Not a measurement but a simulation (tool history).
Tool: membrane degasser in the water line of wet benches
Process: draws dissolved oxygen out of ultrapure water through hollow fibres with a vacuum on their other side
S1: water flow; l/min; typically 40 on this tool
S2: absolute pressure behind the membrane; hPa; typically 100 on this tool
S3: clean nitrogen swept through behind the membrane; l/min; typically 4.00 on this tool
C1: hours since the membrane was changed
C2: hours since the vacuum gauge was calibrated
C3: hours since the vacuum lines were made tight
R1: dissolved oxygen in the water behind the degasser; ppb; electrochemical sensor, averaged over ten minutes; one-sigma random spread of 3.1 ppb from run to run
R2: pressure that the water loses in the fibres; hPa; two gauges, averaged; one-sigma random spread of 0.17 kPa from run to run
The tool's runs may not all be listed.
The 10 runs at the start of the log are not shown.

{"run": 11, "hour": 360.5, "S1": 44, "S2": 100, "S3": 4.0, "C1": 2092, "C2": 5273, "C3": 5438, "R1": 402.6, "R2": 336.8}
{"run": 12, "hour": 404.0, "S1": 40, "S2": 100, "S3": 11.46, "C1": 2136, "C2": 5317, "C3": 5481, "R1": 233.2, "R2": 305.3}
{"run": 13, "hour": 432.8, "S1": 40, "S2": 100, "S3": 4.0, "C1": 2165, "C2": 5346, "C3": 5510, "R1": 330.3, "R2": 308.8}
{"run": 14, "hour": 472.3, "S1": 40, "S2": 100, "S3": 4.0, "C1": 2204, "C2": 5385, "C3": 5550, "R1": 336.2, "R2": 304.4}
{"run": 15, "hour": 502.3, "S1": 40, "S2": 100, "S3": 4.0, "C1": 2234, "C2": 5415, "C3": 5580, "R1": 335.5, "R2": 306.9}
{"run": 16, "hour": 531.1, "S1": 40, "S2": 100, "S3": 4.0, "C1": 2263, "C2": 5444, "C3": 5608, "R1": 339.9, "R2": 305.5}
{"run": 17, "hour": 569.0, "S1": 40, "S2": 100, "S3": 4.0, "C1": 2301, "C2": 5482, "C3": 5646, "R1": 331.6, "R2": 303.5}
{"run": 18, "hour": 595.8, "S1": 40, "S2": 100, "S3": 4.0, "C1": 2328, "C2": 5509, "C3": 5673, "R1": 332.6, "R2": 306.0}
{"run": 19, "hour": 617.8, "S1": 25, "S2": 216, "S3": 4.0, "C1": 2350, "C2": 5531, "C3": 5695, "R1": 303.3, "R2": 190.0}
{"run": 20, "hour": 668.5, "S1": 25, "S2": 216, "S3": 4.0, "C1": 2400, "C2": 5581, "C3": 5746, "R1": 298.8, "R2": 192.0}
{"hour": 671.7, "done": "vacuum gauge calibrated"}
{"run": 21, "hour": 707.0, "S1": 40, "S2": 75, "S3": 3.8, "C1": 2438, "C2": 35, "C3": 5784, "R1": 289.1, "R2": 306.4}
{"run": 22, "hour": 739.2, "S1": 35, "S2": 193, "S3": 8.22, "C1": 2470, "C2": 67, "C3": 5816, "R1": 274.9, "R2": 267.1}
{"run": 23, "hour": 781.5, "S1": 35, "S2": 193, "S3": 8.22, "C1": 2513, "C2": 110, "C3": 5858, "R1": 273.3, "R2": 269.3}
{"run": 24, "hour": 826.1, "S1": 35, "S2": 193, "S3": 9.09, "C1": 2557, "C2": 154, "C3": 5903, "R1": 256.2, "R2": 269.0}
{"hour": 873.0, "done": "vacuum gauge calibrated, once more"}
{"run": 25, "hour": 877.8, "S1": 31, "S2": 138, "S3": 4.0, "C1": 2609, "C2": 5, "C3": 5954, "R1": 257.0, "R2": 240.2}
{"run": 26, "hour": 906.7, "S1": 37, "S2": 138, "S3": 7.06, "C1": 2638, "C2": 34, "C3": 5983, "R1": 258.7, "R2": 284.6}
{"run": 27, "hour": 959.7, "S1": 26, "S2": 85, "S3": 4.49, "C1": 2690, "C2": 87, "C3": 6036, "R1": 103.0, "R2": 201.4}
{"run": 28, "hour": 1011.7, "S1": 26, "S2": 85, "S3": 4.49, "C1": 2742, "C2": 139, "C3": 6088, "R1": 103.4, "R2": 198.2}
{"run": 29, "hour": 1064.6, "S1": 40, "S2": 141, "S3": 3.1, "C1": 2795, "C2": 192, "C3": 6141, "R1": 475.1, "R2": 306.6}
{"run": 30, "hour": 1088.6, "S1": 27, "S2": 100, "S3": 4.02, "C1": 2819, "C2": 216, "C3": 6165, "R1": 143.2, "R2": 207.0}

Run 31 comes next. What will it give?
{"run": 31, "hour": 1113.5, "S1": 40, "S2": 164, "S3": 4.07, "C1": 2844, "C2": 241, "C3": 6190, "R1": "?", "R2": "?"}

R1: 465.0 ppb
R2: 306.3 hPa
With the hidden condition absent and the run-to-run variation left alone, this run would have shown R1 450.4 ppb, R2 299.7 hPa.

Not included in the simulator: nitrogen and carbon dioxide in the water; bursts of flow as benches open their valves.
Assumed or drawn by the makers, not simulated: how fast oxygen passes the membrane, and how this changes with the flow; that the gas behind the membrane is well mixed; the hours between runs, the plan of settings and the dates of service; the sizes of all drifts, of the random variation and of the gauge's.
